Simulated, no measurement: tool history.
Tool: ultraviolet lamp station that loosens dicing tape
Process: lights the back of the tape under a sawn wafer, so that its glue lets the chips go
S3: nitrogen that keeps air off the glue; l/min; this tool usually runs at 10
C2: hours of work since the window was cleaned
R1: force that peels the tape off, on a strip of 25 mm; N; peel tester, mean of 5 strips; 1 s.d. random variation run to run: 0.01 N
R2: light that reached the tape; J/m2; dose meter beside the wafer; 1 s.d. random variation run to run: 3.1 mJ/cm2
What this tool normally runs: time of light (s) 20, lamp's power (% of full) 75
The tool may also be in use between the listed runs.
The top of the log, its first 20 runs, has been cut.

run 21 hour=1062 | time_of_light_(s)=13 lamp's_power_(%_of_full)=75 S3=10 | hours_of_work_of_the_lamp=561 C2=264 | R1=1.807 R2=2260
run 22 hour=1107.8 | time_of_light_(s)=13 lamp's_power_(%_of_full)=75 S3=10 | hours_of_work_of_the_lamp=590 C2=292 | R1=1.879 R2=2210
run 23 hour=1145.8 | time_of_light_(s)=21 lamp's_power_(%_of_full)=67 S3=7 | hours_of_work_of_the_lamp=614 C2=316 | R1=1.24 R2=3190
run 24 hour=1178.4 | time_of_light_(s)=16 lamp's_power_(%_of_full)=92 S3=7 | hours_of_work_of_the_lamp=634 C2=337 | R1=1.166 R2=3310
run 25 hour=1212.6 | time_of_light_(s)=16 lamp's_power_(%_of_full)=100 S3=7 | hours_of_work_of_the_lamp=656 C2=359 | R1=0.995 R2=3540
run 26 hour=1252.2 | time_of_light_(s)=10 lamp's_power_(%_of_full)=74 S3=10 | hours_of_work_of_the_lamp=681 C2=383 | R1=3.014 R2=1600
run 27 hour=1328.9 | time_of_light_(s)=10 lamp's_power_(%_of_full)=99 S3=6 | hours_of_work_of_the_lamp=729 C2=432 | R1=2.725 R2=2100
run 28 hour=1385.1 | time_of_light_(s)=10 lamp's_power_(%_of_full)=79 S3=5 | hours_of_work_of_the_lamp=765 C2=467 | R1=3.733 R2=1650
-- hour=1441.3 window cleaned of glue's vapour
run 29 hour=1441.3 | time_of_light_(s)=10 lamp's_power_(%_of_full)=79 S3=5 | hours_of_work_of_the_lamp=800 C2=0 | R1=3.508 R2=1750
run 30 hour=1473.1 | time_of_light_(s)=20 lamp's_power_(%_of_full)=64 S3=11 | hours_of_work_of_the_lamp=820 C2=20 | R1=1.302 R2=2790
run 31 hour=1526.4 | time_of_light_(s)=20 lamp's_power_(%_of_full)=64 S3=11 | hours_of_work_of_the_lamp=853 C2=54 | R1=1.359 R2=2730
run 32 hour=1573.5 | time_of_light_(s)=24 lamp's_power_(%_of_full)=70 S3=10 | hours_of_work_of_the_lamp=883 C2=83 | R1=0.844 R2=3490
run 33 hour=1639.3 | time_of_light_(s)=24 lamp's_power_(%_of_full)=70 S3=10 | hours_of_work_of_the_lamp=924 C2=125 | R1=0.912 R2=3380
run 34 hour=1706.6 | time_of_light_(s)=18 lamp's_power_(%_of_full)=69 S3=10 | hours_of_work_of_the_lamp=967 C2=167 | R1=1.691 R2=2430
run 35 hour=1760.3 | time_of_light_(s)=27 lamp's_power_(%_of_full)=71 S3=10 | hours_of_work_of_the_lamp=1001 C2=201 | R1=0.776 R2=3670
run 36 hour=1821.6 | time_of_light_(s)=15 lamp's_power_(%_of_full)=63 S3=10 | hours_of_work_of_the_lamp=1039 C2=240 | R1=2.645 R2=1780
run 37 hour=1874 | time_of_light_(s)=15 lamp's_power_(%_of_full)=63 S3=10 | hours_of_work_of_the_lamp=1072 C2=273 | R1=2.934 R2=1720
run 38 hour=1946.4 | time_of_light_(s)=25 lamp's_power_(%_of_full)=81 S3=17 | hours_of_work_of_the_lamp=1118 C2=318 | R1=0.641 R2=3550
run 39 hour=2021.2 | time_of_light_(s)=34 lamp's_power_(%_of_full)=77 S3=12 | hours_of_work_of_the_lamp=1165 C2=365 | R1=0.463 R2=4400
-- hour=2079.7 lamp changed
run 40 hour=2087.4 | time_of_light_(s)=25 lamp's_power_(%_of_full)=77 S3=12 | hours_of_work_of_the_lamp=5 C2=406 | R1=0.282 R2=5490
run 41 hour=2119.2 | time_of_light_(s)=25 lamp's_power_(%_of_full)=77 S3=12 | hours_of_work_of_the_lamp=25 C2=426 | R1=0.286 R2=5410
run 42 hour=2168.9 | time_of_light_(s)=31 lamp's_power_(%_of_full)=96 S3=3 | hours_of_work_of_the_lamp=56 C2=458 | R1=0.272 R2=8190
run 43 hour=2209.8 | time_of_light_(s)=20 lamp's_power_(%_of_full)=93 S3=9 | hours_of_work_of_the_lamp=82 C2=483 | R1=0.4 R2=5020

What if the next run were any one of these 4? Each begins from the tool's condition after run 43:
-- hour=2244.1 window cleaned of glue's vapour
run A hour=2273.5 | time_of_light_(s)=28 lamp's_power_(%_of_full)=69 S3=11 | hours_of_work_of_the_lamp=122 C2=19 | R1=? R2=?
-- hour=2244.1 window cleaned of glue's vapour
run B hour=2273.5 | time_of_light_(s)=20 lamp's_power_(%_of_full)=66 S3=4 | hours_of_work_of_the_lamp=122 C2=19 | R1=? R2=?
-- hour=2244.1 window cleaned of glue's vapour
run C hour=2273.5 | time_of_light_(s)=14 lamp's_power_(%_of_full)=89 S3=9 | hours_of_work_of_the_lamp=122 C2=19 | R1=? R2=?
-- hour=2244.1 window cleaned of glue's vapour
run D hour=2273.5 | time_of_light_(s)=13 lamp's_power_(%_of_full)=75 S3=16 | hours_of_work_of_the_lamp=122 C2=19 | R1=? R2=?

run=A R1=0.277 R2=5750
run=B R1=1.116 R2=3880
run=C R1=0.801 R2=3650
run=D R1=1.016 R2=2880
What these runs would have given with no unlogged condition in the tool:
run=A R1=0.252 R2=6050
run=B R1=1.007 R2=4090
run=C R1=0.716 R2=3840
run=D R1=0.915 R2=3030
